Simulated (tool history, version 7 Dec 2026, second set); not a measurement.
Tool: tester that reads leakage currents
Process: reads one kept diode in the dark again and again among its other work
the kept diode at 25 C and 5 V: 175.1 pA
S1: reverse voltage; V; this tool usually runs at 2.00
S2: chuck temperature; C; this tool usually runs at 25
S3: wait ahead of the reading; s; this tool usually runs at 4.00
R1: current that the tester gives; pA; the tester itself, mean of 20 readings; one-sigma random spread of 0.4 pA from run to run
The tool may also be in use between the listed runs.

Run 1, hour 0.0: usual settings. Result: R1 141.48 pA.
At hour 43.2: chuck's temperature calibrated.
Run 2, hour 73.2: usual settings. Result: R1 132.99 pA.
Run 3, hour 135.7: usual settings. Result: R1 133.03 pA.
Run 4, hour 238.3: usual settings. Result: R1 133.95 pA.
Run 5, hour 306.9: usual settings but S1 11.14 V. Result: R1 237.70 pA.
Run 6, hour 390.1: usual settings but S1 11.14 V. Result: R1 237.75 pA.
Run 7, hour 473.1: usual settings but S2 36 C. Result: R1 309.27 pA.
Run 8, hour 555.5: usual settings but S2 36 C. Result: R1 309.46 pA.
Run 9, hour 649.2: usual settings but S1 3.61 V. Result: R1 163.95 pA.
Run 10, hour 695.7: usual settings but S1 3.61 V. Result: R1 165.54 pA.
Run 11, hour 767.7: usual settings but S2 21 C. Result: R1 99.77 pA.
Run 12, hour 853.2: usual settings. Result: R1 137.14 pA.
Run 13, hour 943.4: usual settings but S3 0.81 s. Result: R1 137.43 pA.
Run 14, hour 988.3: usual settings but S1 10.01 V, S3 1.84 s. Result: R1 236.23 pA.
Run 15, hour 1055.5: usual settings but S1 10.01 V, S3 1.84 s. Result: R1 237.22 pA.
Run 16, hour 1152.2: usual settings but S1 10.72 V, S3 0.49 s. Result: R1 250.62 pA.
Run 17, hour 1252.0: usual settings but S1 10.72 V, S3 0.49 s. Result: R1 252.74 pA.
Run 18, hour 1310.6: usual settings but S1 1.01 V, S2 22 C, S3 3.23 s. Result: R1 88.27 pA.
Run 19, hour 1408.8: usual settings but S2 40 C, S3 6.79 s. Result: R1 423.45 pA.
At hour 1450.5: tester calibrated.
Run 20, hour 1495.4: usual settings but S1 4.80 V, S2 23 C. Result: R1 164.53 pA.
Run 21, hour 1583.9: usual settings but S1 4.80 V, S2 23 C. Result: R1 164.00 pA.
Run 22, hour 1662.6: usual settings but S1 4.80 V, S2 23 C, S3 3.92 s. Result: R1 164.98 pA.
Run 23, hour 1748.1: usual settings but S1 2.34 V, S2 28 C, S3 1.32 s. Result: R1 190.42 pA.
Run 24, hour 1812.4: usual settings but S1 2.34 V, S2 28 C, S3 1.32 s. Result: R1 192.07 pA.
Run 25, hour 1878.8: usual settings but S1 14.11 V, S3 0.34 s. Result: R1 297.39 pA.

The logged runs with the hidden state left out (each run's random variation unchanged):
Hidden conditions of the tool in this case: stray current of the dirty probe card, pA a volt; current scale over the true one, %; true chuck temperature over the reading, C; drift of the gauge itself on leakage_pa, %.
run      R1
  1  130.97
  2  131.52
  3  131.25
  4  131.64
  5  226.55
  6  225.74
  7  304.33
  8  303.86
  9  157.70
 10  158.95
 11   95.61
 12  131.92
 13  131.81
 14  219.09
 15  219.31
 16  230.74
 17  231.65
 18   83.75
 19  406.58
 20  148.42
 21  147.41
 22  147.86
 23  174.71
 24  175.80
 25  257.78
